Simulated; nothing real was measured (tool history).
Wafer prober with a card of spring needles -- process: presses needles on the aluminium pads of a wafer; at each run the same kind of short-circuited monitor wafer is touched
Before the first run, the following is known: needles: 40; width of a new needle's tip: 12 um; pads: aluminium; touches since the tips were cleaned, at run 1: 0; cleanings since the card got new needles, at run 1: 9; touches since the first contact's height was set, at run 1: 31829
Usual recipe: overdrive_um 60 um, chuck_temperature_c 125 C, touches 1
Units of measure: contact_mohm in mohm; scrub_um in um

| run | hour | overdrive_um | chuck_temperature_c | touches | touches since the tips were cleaned | cleanings since the card got new needles | touches since the first contact's height was set | contact_mohm | scrub_um |
|---|---|---|---|---|---|---|---|---|---|
| 1 | 0.0 | 60 | 125 | 1 | 0 | 9 | 31829 | 206 | 15.77 |
|  | 13.4 | tips cleaned on abrasive film |
| 2 | 17.3 | 60 | 125 | 1 | 897 | 10 | 35828 | 218 | 15.86 |
|  | 27.6 | tips cleaned on abrasive film |
| 3 | 37.5 | 78 | 125 | 1 | 2324 | 11 | 40519 | 219 | 20.66 |
|  | 40.3 | tips cleaned on abrasive film |
| 4 | 46.4 | 60 | 125 | 1 | 1416 | 12 | 42551 | 232 | 15.94 |
|  | 53.2 | tips cleaned on abrasive film |
| 5 | 57.0 | 60 | 114 | 1 | 891 | 13 | 45013 | 214 | 15.86 |
|  | 66.7 | tips cleaned on abrasive film |
| 6 | 71.7 | 60 | 114 | 1 | 1168 | 14 | 48403 | 223 | 15.80 |
|  | 79.9 | tips cleaned on abrasive film |
| 7 | 91.9 | 60 | 125 | 1 | 2778 | 15 | 53073 | 245 | 15.80 |
|  | 93.9 | tips cleaned on abrasive film |
|  | 107.4 | tips cleaned on abrasive film |
| 8 | 107.5 | 68 | 111 | 3 | 25 | 17 | 56671 | 199 | 17.91 |
|  | 120.7 | tips cleaned on abrasive film |
| 9 | 123.8 | 65 | 67 | 3 | 731 | 18 | 60441 | 197 | 17.06 |
|  | 134.1 | tips cleaned on abrasive film |
| 10 | 141.8 | 56 | 67 | 3 | 1793 | 19 | 64595 | 206 | 14.54 |
|  | 147.2 | tips cleaned on abrasive film |
| 11 | 158.4 | 62 | 54 | 1 | 2596 | 20 | 68433 | 226 | 16.18 |
|  | 160.1 | tips cleaned on abrasive film |
|  | 174.0 | tips cleaned on abrasive film |
| 12 | 176.0 | 59 | 29 | 1 | 465 | 22 | 72493 | 199 | 15.33 |

3 options for the next run, each taken on its own from the tool as it stands now. Forecast them:
| A | 184.6 | 49 | 29 | 2 | 2475 | 22 | 74503 | ? | ? |
| B | 184.6 | 53 | 125 | 2 | 2475 | 22 | 74503 | ? | ? |
| C | 184.6 | 61 | 98 | 2 | 2475 | 22 | 74503 | ? | ? |

| run | contact_mohm | scrub_um |
|---|---|---|
| A | 226 | 12.66 |
| B | 236 | 13.68 |
| C | 218 | 15.74 |
Stripped of hidden state, with their random variation kept, the same runs would have yielded:
| run | contact_mohm | scrub_um |
|---|---|---|
| A | 186 | 13.08 |
| B | 206 | 14.10 |
| C | 194 | 16.16 |
